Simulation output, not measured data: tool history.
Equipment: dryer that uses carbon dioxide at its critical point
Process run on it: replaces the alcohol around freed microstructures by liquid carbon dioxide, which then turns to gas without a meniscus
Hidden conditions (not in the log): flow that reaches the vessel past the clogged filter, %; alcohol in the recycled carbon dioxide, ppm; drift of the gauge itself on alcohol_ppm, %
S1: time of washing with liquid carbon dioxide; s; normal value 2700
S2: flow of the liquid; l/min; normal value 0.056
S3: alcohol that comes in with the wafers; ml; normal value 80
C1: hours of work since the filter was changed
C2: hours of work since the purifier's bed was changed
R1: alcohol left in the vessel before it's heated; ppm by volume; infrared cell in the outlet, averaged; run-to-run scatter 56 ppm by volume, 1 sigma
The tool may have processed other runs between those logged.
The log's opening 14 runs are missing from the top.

Run 15, hour 117.4: usual settings but S3 94 ml; C1 346; C2 192. Result: R1 5297 ppm by volume.
Run 16, hour 126.5: usual settings but S1 2460 s; C1 350; C2 196. Result: R1 6228 ppm by volume.
Run 17, hour 135.9: usual settings; C1 353; C2 199. Result: R1 4607 ppm by volume.
Run 18, hour 147.3: usual settings; C1 358; C2 204. Result: R1 4604 ppm by volume.
Run 19, hour 152.1: usual settings; C1 360; C2 206. Result: R1 4504 ppm by volume.
Run 20, hour 161.7: usual settings but S2 0.0639 l/min, S3 66 ml; C1 363; C2 209. Result: R1 2188 ppm by volume.
Run 21, hour 169.4: usual settings but S1 3480 s, S2 0.0841 l/min; C1 366; C2 212. Result: R1 150 ppm by volume.
Run 22, hour 178.7: usual settings but S1 3180 s, S2 0.0731 l/min, S3 107 ml; C1 370; C2 216. Result: R1 829 ppm by volume.
Run 23, hour 189.7: usual settings but S1 3180 s, S2 0.0628 l/min, S3 107 ml; C1 374; C2 220. Result: R1 1862 ppm by volume.
Run 24, hour 198.8: usual settings but S1 3180 s, S2 0.0628 l/min, S3 107 ml; C1 377; C2 223. Result: R1 1890 ppm by volume.
Run 25, hour 208.5: usual settings but S1 3180 s, S2 0.0628 l/min, S3 107 ml; C1 381; C2 227. Result: R1 1896 ppm by volume.
Run 26, hour 216.9: usual settings but S1 3180 s, S2 0.0628 l/min, S3 107 ml; C1 384; C2 230. Result: R1 1922 ppm by volume.
Run 27, hour 225.9: usual settings but S1 3300 s, S2 0.0713 l/min, S3 109 ml; C1 388; C2 234. Result: R1 785 ppm by volume.
Run 28, hour 232.2: usual settings but S1 3300 s, S2 0.0713 l/min, S3 109 ml; C1 390; C2 236. Result: R1 789 ppm by volume.
Run 29, hour 243.5: usual settings but S1 2520 s, S3 30 ml; C1 394; C2 240. Result: R1 2219 ppm by volume.
Run 30, hour 251.4: usual settings but S1 2520 s, S3 30 ml; C1 397; C2 243. Result: R1 2308 ppm by volume.

Predict the results of run 31:
Run 31, hour 263: usual settings but S1 2520 s, S2 0.0484 l/min, S3 30 ml; C1 402; C2 248. Result: R1 ?.

{"run 31": {"R1": 3486}}
Without the tool's hidden state the same run would have given R1 2912 ppm by volume.

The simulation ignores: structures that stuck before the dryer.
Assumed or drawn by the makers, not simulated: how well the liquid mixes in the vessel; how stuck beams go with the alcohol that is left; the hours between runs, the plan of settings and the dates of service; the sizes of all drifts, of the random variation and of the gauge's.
